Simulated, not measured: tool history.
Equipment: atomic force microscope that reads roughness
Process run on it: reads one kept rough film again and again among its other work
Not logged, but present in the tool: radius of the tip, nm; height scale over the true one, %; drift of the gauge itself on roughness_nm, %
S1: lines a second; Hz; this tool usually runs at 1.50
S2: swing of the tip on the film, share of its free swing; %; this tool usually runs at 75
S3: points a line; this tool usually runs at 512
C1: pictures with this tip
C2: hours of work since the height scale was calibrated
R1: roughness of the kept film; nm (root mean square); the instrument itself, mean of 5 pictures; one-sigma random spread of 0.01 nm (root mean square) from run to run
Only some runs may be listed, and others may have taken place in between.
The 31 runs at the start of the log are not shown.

run    hour    S1  S2   S3   C1    C2     R1
 32  1811.2  1.39  65  625  181  1491  2.398
 33  1866.4  1.39  65  625  244  1513  2.409
 34  1901.9  1.50  75  358  285  1528  2.227
 35  1965.7  3.03  60  407  358  1554  2.239
     1979.7  -- new tip fitted
 36  2010.0  0.51  58  343   35  1572  2.588
 37  2065.2  0.51  58  343   98  1595  2.582
 38  2141.0  0.51  58  343  184  1626  2.551
 39  2211.3  3.54  58  343  264  1655  2.259

Consider 4 possible next runs. They are alternatives, not a sequence: every one starts from the tool as it was left by run 39. What does each give?
  A  2245.9  2.76  63  512  304  1669   ?
  B  2245.9  3.54  69  900  304  1669   ?
  C  2245.9  1.91  84  393  304  1669   ?
  D  2245.9  1.56  78  512  304  1669   ?

run     R1
  A  2.227
  B  2.052
  C  1.987
  D  2.169
Without the tool's unlogged condition, the same runs would have read:
run     R1
  A  2.434
  B  2.243
  C  2.171
  D  2.369
